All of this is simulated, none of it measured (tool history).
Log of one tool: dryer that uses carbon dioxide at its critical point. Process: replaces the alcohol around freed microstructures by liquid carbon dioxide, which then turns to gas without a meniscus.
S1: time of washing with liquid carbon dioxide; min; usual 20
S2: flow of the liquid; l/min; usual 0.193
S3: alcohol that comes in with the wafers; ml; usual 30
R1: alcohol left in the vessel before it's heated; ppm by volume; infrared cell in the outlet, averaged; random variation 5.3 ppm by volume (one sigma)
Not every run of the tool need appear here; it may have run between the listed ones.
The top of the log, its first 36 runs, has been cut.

{"run": 37, "hour": 1105.6, "S1": 21, "S2": 0.311, "S3": 57, "R1": 35}
{"run": 38, "hour": 1126.8, "S1": 32, "S2": 0.137, "S3": 21, "R1": 103}
{"run": 39, "hour": 1166.9, "S1": 27, "S2": 0.145, "S3": 120, "R1": 865}
{"run": 40, "hour": 1206.9, "S1": 27, "S2": 0.231, "S3": 31, "R1": 37}
{"hour": 1223.4, "done": "inlet filter changed"}
{"run": 41, "hour": 1247.0, "S1": 18, "S2": 0.195, "S3": 37, "R1": 270}
{"run": 42, "hour": 1271.3, "S1": 12, "S2": 0.302, "S3": 62, "R1": 414}
{"run": 43, "hour": 1308.3, "S1": 17, "S2": 0.146, "S3": 23, "R1": 866}
{"run": 44, "hour": 1348.1, "S1": 14, "S2": 0.206, "S3": 23, "R1": 509}
{"run": 45, "hour": 1369.4, "S1": 20, "S2": 0.193, "S3": 103, "R1": 513}
{"run": 46, "hour": 1399.6, "S1": 27, "S2": 0.121, "S3": 36, "R1": 434}
{"run": 47, "hour": 1441.1, "S1": 31, "S2": 0.154, "S3": 41, "R1": 100}

What if the next run were any one of these 4? Each begins from the tool's condition after run 47:
{"run": "A", "hour": 1469.9, "S1": 31, "S2": 0.235, "S3": 72, "R1": "?"}
{"run": "B", "hour": 1469.9, "S1": 31, "S2": 0.196, "S3": 41, "R1": "?"}
{"run": "C", "hour": 1469.9, "S1": 15, "S2": 0.137, "S3": 110, "R1": "?"}
{"run": "D", "hour": 1469.9, "S1": 20, "S2": 0.307, "S3": 30, "R1": "?"}

run=A R1=60
run=B R1=69
run=C R1=8999
run=D R1=71
Without the tool's unlogged condition, the same runs would have read:
run=A R1=4
run=B R1=10
run=C R1=7211
run=D R1=13
